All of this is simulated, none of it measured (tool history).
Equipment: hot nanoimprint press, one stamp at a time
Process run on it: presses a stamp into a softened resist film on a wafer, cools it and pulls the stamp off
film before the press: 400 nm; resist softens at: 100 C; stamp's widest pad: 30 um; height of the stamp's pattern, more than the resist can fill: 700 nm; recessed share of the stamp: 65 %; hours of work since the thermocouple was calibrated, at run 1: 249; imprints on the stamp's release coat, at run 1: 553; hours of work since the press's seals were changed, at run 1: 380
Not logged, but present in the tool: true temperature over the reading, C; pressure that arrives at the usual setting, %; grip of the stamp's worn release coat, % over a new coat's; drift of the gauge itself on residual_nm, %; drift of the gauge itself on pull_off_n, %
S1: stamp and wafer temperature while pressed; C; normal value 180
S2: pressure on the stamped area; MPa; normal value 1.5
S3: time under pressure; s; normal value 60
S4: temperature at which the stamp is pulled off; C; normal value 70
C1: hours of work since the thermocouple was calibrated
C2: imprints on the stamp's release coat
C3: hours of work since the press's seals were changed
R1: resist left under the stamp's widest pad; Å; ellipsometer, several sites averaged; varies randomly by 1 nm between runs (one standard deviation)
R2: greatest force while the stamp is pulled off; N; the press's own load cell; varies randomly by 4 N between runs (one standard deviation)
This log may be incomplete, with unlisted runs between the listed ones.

| run | hour | S1 | S2 | S3 | S4 | C1 | C2 | C3 | R1 | R2 |
|---|---|---|---|---|---|---|---|---|---|---|
| 1 | 0 | 180 | 1.5 | 60 | 70 | 249 | 553 | 380 | 1475 | 208 |
| 2 | 19.7 | 180 | 1.5 | 60 | 70 | 261 | 621 | 392 | 1490 | 203 |
| 3 | 37.8 | 180 | 1.5 | 60 | 70 | 272 | 684 | 403 | 1499 | 208 |
| 4 | 57.2 | 180 | 1.5 | 60 | 70 | 283 | 752 | 415 | 1495 | 213 |
| 5 | 69.8 | 180 | 1.5 | 60 | 70 | 291 | 796 | 422 | 1485 | 226 |
| 6 | 80.9 | 180 | 1.5 | 60 | 70 | 298 | 834 | 429 | 1495 | 211 |
| 7 | 97.9 | 180 | 1.5 | 60 | 70 | 308 | 893 | 439 | 1480 | 210 |
| 8 | 108.2 | 180 | 2.39 | 60 | 70 | 314 | 929 | 445 | 1196 | 227 |
| 9 | 124.2 | 180 | 2.39 | 60 | 70 | 324 | 985 | 455 | 1193 | 222 |
| 10 | 138.7 | 180 | 2.39 | 60 | 70 | 333 | 1036 | 464 | 1196 | 226 |
| 11 | 158.5 | 180 | 1.5 | 56 | 70 | 345 | 1105 | 476 | 1550 | 222 |
| 12 | 170.5 | 180 | 1.5 | 56 | 70 | 352 | 1147 | 483 | 1573 | 220 |
| 13 | 180.2 | 180 | 1.5 | 56 | 70 | 358 | 1180 | 489 | 1556 | 224 |
| 14 | 198.4 | 180 | 1.5 | 56 | 70 | 369 | 1244 | 500 | 1551 | 234 |
| 15 | 218 | 180 | 1.5 | 56 | 70 | 381 | 1312 | 512 | 1555 | 226 |
| 16 | 231.1 | 182 | 1.33 | 66 | 71 | 389 | 1358 | 520 | 1463 | 233 |
| 17 | 241.5 | 182 | 1.33 | 66 | 71 | 395 | 1394 | 526 | 1447 | 233 |
| 18 | 251.6 | 182 | 1.95 | 88 | 66 | 401 | 1429 | 532 | 1055 | 242 |
| 19 | 262.4 | 176 | 1.13 | 62 | 68 | 408 | 1466 | 539 | 1959 | 233 |
| 20 | 279.3 | 175 | 1.13 | 73 | 60 | 418 | 1525 | 549 | 1904 | 240 |
| 21 | 292 | 180 | 1.5 | 46 | 70 | 426 | 1570 | 557 | 1694 | 239 |
| 22 | 305.8 | 180 | 1.5 | 46 | 70 | 434 | 1618 | 565 | 1700 | 236 |
| 23 | 325.7 | 180 | 1.5 | 60 | 64 | 446 | 1687 | 577 | 1517 | 250 |
| 24 | 345.2 | 180 | 1.5 | 60 | 64 | 458 | 1755 | 589 | 1548 | 245 |
| 25 | 363.6 | 180 | 1.5 | 60 | 64 | 469 | 1819 | 600 | 1548 | 246 |
|  | 373.2 | stamp cleaned and given a new release coat |
| 26 | 378.1 | 180 | 1.5 | 60 | 64 | 474 | 17 | 605 | 1546 | 206 |
| 27 | 398.7 | 174 | 1.09 | 40 | 67 | 487 | 88 | 618 | 2473 | 197 |
| 28 | 409.2 | 174 | 1.09 | 40 | 67 | 493 | 125 | 624 | 2474 | 203 |
| 29 | 423.4 | 192 | 0.92 | 78 | 74 | 502 | 174 | 633 | 1200 | 193 |

Results for each run, recomputed without the tool's hidden state and with each run's random variation untouched:
| run | R1 | R2 |
|---|---|---|
| 1 | 1432 | 192 |
| 2 | 1444 | 186 |
| 3 | 1450 | 188 |
| 4 | 1443 | 192 |
| 5 | 1432 | 202 |
| 6 | 1440 | 187 |
| 7 | 1423 | 186 |
| 8 | 1141 | 199 |
| 9 | 1136 | 193 |
| 10 | 1137 | 196 |
| 11 | 1482 | 190 |
| 12 | 1504 | 187 |
| 13 | 1485 | 190 |
| 14 | 1478 | 197 |
| 15 | 1479 | 188 |
| 16 | 1392 | 193 |
| 17 | 1375 | 192 |
| 18 | 994 | 199 |
| 19 | 1865 | 190 |
| 20 | 1807 | 195 |
| 21 | 1603 | 192 |
| 22 | 1606 | 189 |
| 23 | 1428 | 199 |
| 24 | 1455 | 193 |
| 25 | 1451 | 192 |
| 26 | 1449 | 203 |
| 27 | 2347 | 193 |
| 28 | 2346 | 198 |
| 29 | 1131 | 187 |
